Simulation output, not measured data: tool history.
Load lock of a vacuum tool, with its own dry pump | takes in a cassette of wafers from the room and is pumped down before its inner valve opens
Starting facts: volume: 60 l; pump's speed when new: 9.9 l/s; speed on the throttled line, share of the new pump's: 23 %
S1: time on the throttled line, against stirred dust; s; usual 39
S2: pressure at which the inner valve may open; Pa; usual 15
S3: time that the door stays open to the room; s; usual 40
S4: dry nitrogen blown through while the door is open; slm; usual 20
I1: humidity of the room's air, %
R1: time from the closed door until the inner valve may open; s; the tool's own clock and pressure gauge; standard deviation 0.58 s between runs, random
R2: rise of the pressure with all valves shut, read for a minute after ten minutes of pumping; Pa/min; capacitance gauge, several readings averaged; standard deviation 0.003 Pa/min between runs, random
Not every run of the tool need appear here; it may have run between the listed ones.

Run 1, hour 0.0: usual settings; I1 38.0. Result: R1 85.7 s, R2 0.277 Pa/min.
Run 2, hour 259.0: usual settings; I1 45.2. Result: R1 85.7 s, R2 0.288 Pa/min.
Run 3, hour 638.9: usual settings; I1 46.0. Result: R1 87.0 s, R2 0.294 Pa/min.
Run 4, hour 1065.0: usual settings; I1 46.6. Result: R1 87.0 s, R2 0.307 Pa/min.
Run 5, hour 1540.8: usual settings; I1 45.4. Result: R1 86.5 s, R2 0.326 Pa/min.
Run 6, hour 1945.8: usual settings but S2 12 Pa; I1 45.6. Result: R1 88.1 s, R2 0.334 Pa/min.
Run 7, hour 2382.6: usual settings but S2 12 Pa; I1 44.3. Result: R1 89.3 s, R2 0.363 Pa/min.
Run 8, hour 2854.1: usual settings but S1 57 s; I1 44.8. Result: R1 101.6 s, R2 0.372 Pa/min.
Run 9, hour 3423.6: usual settings but S1 57 s; I1 47.9. Result: R1 101.3 s, R2 0.388 Pa/min.
At hour 3639.2: door's seal changed, seat wiped.
Run 10, hour 3692.5: usual settings but S1 57 s; I1 43.7. Result: R1 101.4 s, R2 0.007 Pa/min.
Run 11, hour 4009.2: usual settings but S2 11 Pa, S3 236 s; I1 46.1. Result: R1 90.1 s, R2 0.038 Pa/min.
Run 12, hour 4537.4: usual settings but S2 11 Pa, S3 236 s; I1 45.8. Result: R1 92.9 s, R2 0.038 Pa/min.
Run 13, hour 4897.5: usual settings but S2 11 Pa, S3 236 s; I1 44.0. Result: R1 92.4 s, R2 0.041 Pa/min.
Run 14, hour 5169.4: usual settings but S1 42 s, S2 20 Pa, S4 18 slm; I1 43.5. Result: R1 88.3 s, R2 0.019 Pa/min.
Run 15, hour 5604.4: usual settings but S1 40 s, S2 14 Pa, S4 18 slm; I1 48.7. Result: R1 92.2 s, R2 0.027 Pa/min.
Run 16, hour 6079.6: usual settings but S1 40 s, S2 14 Pa, S4 18 slm; I1 42.1. Result: R1 90.8 s, R2 0.026 Pa/min.
Run 17, hour 6428.2: usual settings but S1 37 s, S2 27 Pa, S4 18 slm; I1 43.6. Result: R1 85.9 s, R2 0.033 Pa/min.

Run 18 comes next. What will it give?
Run 18, hour 6987.5: usual settings but S1 20 s, S2 27 Pa, S4 18 slm; I1 44.2. Result: R1 ?, R2 ?.

{"run 18": {"R1": 73.6, "R2": 0.038}}
Had the tool carried no hidden state, the very same run would have given R1 65.7 s, R2 0.011 Pa/min.
